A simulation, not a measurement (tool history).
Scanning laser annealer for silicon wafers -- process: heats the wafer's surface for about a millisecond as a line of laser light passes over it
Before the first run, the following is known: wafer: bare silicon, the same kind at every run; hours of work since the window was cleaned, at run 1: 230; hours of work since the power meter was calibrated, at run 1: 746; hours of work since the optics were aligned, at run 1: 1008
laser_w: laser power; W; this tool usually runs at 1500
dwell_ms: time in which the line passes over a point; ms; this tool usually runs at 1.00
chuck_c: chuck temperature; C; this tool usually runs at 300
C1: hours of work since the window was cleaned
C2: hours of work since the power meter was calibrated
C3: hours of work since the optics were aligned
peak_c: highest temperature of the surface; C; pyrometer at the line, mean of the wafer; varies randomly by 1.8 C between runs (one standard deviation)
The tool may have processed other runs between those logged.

{"run": 1, "hour": 0.0, "laser_w": 1500, "dwell_ms": 1.0, "chuck_c": 300, "C1": 230, "C2": 746, "C3": 1008, "peak_c": 1031}
{"run": 2, "hour": 21.0, "laser_w": 1500, "dwell_ms": 1.0, "chuck_c": 300, "C1": 243, "C2": 759, "C3": 1021, "peak_c": 1033}
{"run": 3, "hour": 54.3, "laser_w": 1595, "dwell_ms": 1.0, "chuck_c": 300, "C1": 264, "C2": 780, "C3": 1042, "peak_c": 1080}
{"run": 4, "hour": 81.7, "laser_w": 1595, "dwell_ms": 1.0, "chuck_c": 300, "C1": 281, "C2": 797, "C3": 1059, "peak_c": 1082}
{"run": 5, "hour": 113.0, "laser_w": 1484, "dwell_ms": 1.0, "chuck_c": 300, "C1": 300, "C2": 816, "C3": 1078, "peak_c": 1025}
{"run": 6, "hour": 133.8, "laser_w": 1484, "dwell_ms": 1.0, "chuck_c": 300, "C1": 313, "C2": 829, "C3": 1091, "peak_c": 1024}
{"run": 7, "hour": 167.2, "laser_w": 1500, "dwell_ms": 1.0, "chuck_c": 300, "C1": 334, "C2": 850, "C3": 1112, "peak_c": 1034}
{"run": 8, "hour": 199.1, "laser_w": 1500, "dwell_ms": 1.0, "chuck_c": 300, "C1": 354, "C2": 870, "C3": 1132, "peak_c": 1038}
{"run": 9, "hour": 219.4, "laser_w": 1500, "dwell_ms": 1.0, "chuck_c": 336, "C1": 367, "C2": 882, "C3": 1145, "peak_c": 1068}
{"run": 10, "hour": 254.2, "laser_w": 1500, "dwell_ms": 0.81, "chuck_c": 336, "C1": 388, "C2": 904, "C3": 1166, "peak_c": 987}
{"run": 11, "hour": 275.8, "laser_w": 1500, "dwell_ms": 1.0, "chuck_c": 300, "C1": 402, "C2": 918, "C3": 1180, "peak_c": 1034}
{"run": 12, "hour": 294.7, "laser_w": 1500, "dwell_ms": 1.0, "chuck_c": 300, "C1": 414, "C2": 929, "C3": 1192, "peak_c": 1031}
{"run": 13, "hour": 321.1, "laser_w": 1500, "dwell_ms": 1.0, "chuck_c": 300, "C1": 430, "C2": 946, "C3": 1208, "peak_c": 1036}
{"hour": 334.6, "done": "optics aligned, line set to its width"}
{"run": 14, "hour": 356.6, "laser_w": 1500, "dwell_ms": 1.0, "chuck_c": 300, "C1": 449, "C2": 965, "C3": 14, "peak_c": 1035}
{"run": 15, "hour": 381.1, "laser_w": 1500, "dwell_ms": 1.0, "chuck_c": 300, "C1": 464, "C2": 980, "C3": 29, "peak_c": 1034}
{"hour": 404.3, "done": "window over the wafer cleaned"}
{"run": 16, "hour": 417.2, "laser_w": 1500, "dwell_ms": 1.0, "chuck_c": 300, "C1": 8, "C2": 1001, "C3": 50, "peak_c": 1031}
{"run": 17, "hour": 443.8, "laser_w": 1500, "dwell_ms": 1.0, "chuck_c": 300, "C1": 25, "C2": 1018, "C3": 67, "peak_c": 1030}
{"run": 18, "hour": 469.9, "laser_w": 1500, "dwell_ms": 1.0, "chuck_c": 300, "C1": 41, "C2": 1034, "C3": 83, "peak_c": 1033}
{"run": 19, "hour": 484.1, "laser_w": 1500, "dwell_ms": 1.0, "chuck_c": 300, "C1": 50, "C2": 1043, "C3": 92, "peak_c": 1033}
{"run": 20, "hour": 512.3, "laser_w": 1500, "dwell_ms": 1.0, "chuck_c": 320, "C1": 67, "C2": 1060, "C3": 109, "peak_c": 1052}
{"run": 21, "hour": 532.3, "laser_w": 1500, "dwell_ms": 1.22, "chuck_c": 300, "C1": 80, "C2": 1073, "C3": 122, "peak_c": 1122}
{"run": 22, "hour": 555.2, "laser_w": 1500, "dwell_ms": 1.22, "chuck_c": 300, "C1": 94, "C2": 1087, "C3": 136, "peak_c": 1120}
{"run": 23, "hour": 589.3, "laser_w": 1500, "dwell_ms": 1.22, "chuck_c": 300, "C1": 115, "C2": 1108, "C3": 157, "peak_c": 1123}
{"run": 24, "hour": 610.4, "laser_w": 1525, "dwell_ms": 1.22, "chuck_c": 263, "C1": 128, "C2": 1122, "C3": 171, "peak_c": 1101}
{"run": 25, "hour": 641.1, "laser_w": 1370, "dwell_ms": 1.16, "chuck_c": 276, "C1": 148, "C2": 1141, "C3": 190, "peak_c": 1006}
{"run": 26, "hour": 656.9, "laser_w": 1370, "dwell_ms": 0.83, "chuck_c": 283, "C1": 157, "C2": 1151, "C3": 200, "peak_c": 884}
{"run": 27, "hour": 684.9, "laser_w": 1421, "dwell_ms": 1.1, "chuck_c": 289, "C1": 175, "C2": 1168, "C3": 217, "peak_c": 1023}
{"run": 28, "hour": 718.2, "laser_w": 1421, "dwell_ms": 1.1, "chuck_c": 289, "C1": 196, "C2": 1189, "C3": 238, "peak_c": 1022}
{"run": 29, "hour": 739.6, "laser_w": 1467, "dwell_ms": 0.74, "chuck_c": 312, "C1": 209, "C2": 1202, "C3": 251, "peak_c": 914}
{"run": 30, "hour": 761.5, "laser_w": 1383, "dwell_ms": 1.12, "chuck_c": 312, "C1": 223, "C2": 1216, "C3": 265, "peak_c": 1032}
{"run": 31, "hour": 776.8, "laser_w": 1516, "dwell_ms": 1.06, "chuck_c": 312, "C1": 232, "C2": 1225, "C3": 274, "peak_c": 1079}
{"run": 32, "hour": 798.1, "laser_w": 1302, "dwell_ms": 0.7, "chuck_c": 262, "C1": 245, "C2": 1238, "C3": 287, "peak_c": 781}
{"run": 33, "hour": 832.5, "laser_w": 1302, "dwell_ms": 0.7, "chuck_c": 262, "C1": 267, "C2": 1260, "C3": 309, "peak_c": 778}
{"run": 34, "hour": 853.2, "laser_w": 1302, "dwell_ms": 0.7, "chuck_c": 262, "C1": 280, "C2": 1273, "C3": 322, "peak_c": 781}
{"run": 35, "hour": 876.0, "laser_w": 1356, "dwell_ms": 1.0, "chuck_c": 295, "C1": 294, "C2": 1287, "C3": 336, "peak_c": 957}
{"run": 36, "hour": 909.5, "laser_w": 1394, "dwell_ms": 1.0, "chuck_c": 272, "C1": 315, "C2": 1308, "C3": 357, "peak_c": 947}
{"run": 37, "hour": 936.0, "laser_w": 1349, "dwell_ms": 1.0, "chuck_c": 314, "C1": 331, "C2": 1324, "C3": 373, "peak_c": 974}
{"run": 38, "hour": 970.9, "laser_w": 1349, "dwell_ms": 1.0, "chuck_c": 314, "C1": 353, "C2": 1346, "C3": 395, "peak_c": 971}
{"run": 39, "hour": 1002.4, "laser_w": 1349, "dwell_ms": 1.0, "chuck_c": 315, "C1": 373, "C2": 1366, "C3": 415, "peak_c": 975}
{"run": 40, "hour": 1033.3, "laser_w": 1394, "dwell_ms": 1.0, "chuck_c": 300, "C1": 392, "C2": 1385, "C3": 434, "peak_c": 984}
{"run": 41, "hour": 1054.1, "laser_w": 1504, "dwell_ms": 0.85, "chuck_c": 324, "C1": 405, "C2": 1398, "C3": 447, "peak_c": 992}

For each entry between runs, how does the tool's hidden state at the last listed run before it compare with that at the first listed run after it?
After run 13, before run 14: optics aligned, line set to its width (hour 334.6)
  width of the line over the set one, %: 0.06 -> 0
After run 15, before run 16: window over the wafer cleaned (hour 404.3)
  light that passes the window, % of a clean one's: 99.97 -> 99.99
